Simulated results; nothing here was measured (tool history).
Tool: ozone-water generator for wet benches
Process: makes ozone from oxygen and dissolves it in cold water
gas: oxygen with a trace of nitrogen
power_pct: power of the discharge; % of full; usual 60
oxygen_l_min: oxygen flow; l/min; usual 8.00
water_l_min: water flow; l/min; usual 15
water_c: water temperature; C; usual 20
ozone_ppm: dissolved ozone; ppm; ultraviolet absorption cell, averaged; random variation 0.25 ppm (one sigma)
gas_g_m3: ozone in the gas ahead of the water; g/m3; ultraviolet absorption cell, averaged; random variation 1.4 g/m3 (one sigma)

run,hour,power_pct,oxygen_l_min,water_l_min,water_c,ozone_ppm,gas_g_m3
1,0.0,60,8.00,15,20,37.8,250.4
2,113.1,60,8.00,15,20,37.6,250.0
3,288.3,79,8.00,15,20,45.1,299.3
4,386.5,60,8.00,14,20,38.8,249.1
5,469.7,60,8.00,15,20,37.8,251.1
6,617.8,60,8.00,15,20,37.7,250.7
7,697.6,60,8.00,15,20,37.7,253.5
8,831.9,60,8.00,15,20,38.3,246.8
9,987.3,60,8.00,15,20,38.4,247.8
10,1097.9,60,8.00,15,20,37.7,250.7
11,1258.1,60,8.00,15,20,38.0,249.1
12,1410.8,60,8.00,15,20,37.8,248.8
# hour 1444.6: contactor cleaned
13,1587.5,60,8.00,15,20,37.9,245.3
14,1723.5,60,8.00,15,20,37.9,248.7
15,1823.3,56,8.00,15,20,36.2,237.8
16,1898.7,60,8.00,15,20,37.8,250.0
17,1980.9,60,8.00,15,20,37.6,247.0
18,2056.5,90,8.00,15,20,49.1,323.4
19,2172.2,85,9.82,15,17,49.6,281.3
20,2295.8,60,12.12,12,20,38.4,202.1
21,2413.1,60,8.00,21,16,33.3,247.7
22,2561.1,56,4.25,9,24,46.5,320.4
23,2659.2,94,8.00,15,20,50.6,327.2
24,2793.6,94,8.00,15,20,50.3,328.8
25,2920.0,94,8.00,15,20,51.5,329.9
26,3036.2,94,8.00,15,20,50.3,327.8
27,3116.6,44,7.75,23,23,23.2,203.2
28,3244.4,44,7.75,23,23,23.1,206.9
29,3383.6,60,5.23,15,20,39.2,301.2
# hour 3460.5: water thermometer calibrated
30,3467.2,60,8.58,16,20,36.7,236.6
31,3641.6,40,4.71,18,20,26.6,240.3
32,3746.7,42,4.71,10,20,39.0,248.5

The same runs without the tool's hidden state, with the same run-to-run variation:
The hidden state here: yield of the discharge, % of new electrodes'; contactor's efficiency, % of a clean one's; true water temperature over the reading, C; drift of the gauge itself on ozone_ppm, %; drift of the gauge itself on gas_g_m3, %.
run,gas_g_m3
1,250.6
2,250.4
3,300.2
4,250.0
5,252.1
6,252.0
7,255.0
8,248.5
9,249.7
10,252.9
11,251.6
12,251.5
13,248.3
14,252.0
15,241.1
16,253.6
17,250.7
18,328.6
19,286.0
20,205.6
21,252.2
22,326.6
23,333.9
24,335.8
25,337.3
26,335.4
27,207.9
28,211.8
29,308.8
30,242.7
31,246.8
32,255.3
ozone_ppm: within 0.1 ppm of the measured result in every run.

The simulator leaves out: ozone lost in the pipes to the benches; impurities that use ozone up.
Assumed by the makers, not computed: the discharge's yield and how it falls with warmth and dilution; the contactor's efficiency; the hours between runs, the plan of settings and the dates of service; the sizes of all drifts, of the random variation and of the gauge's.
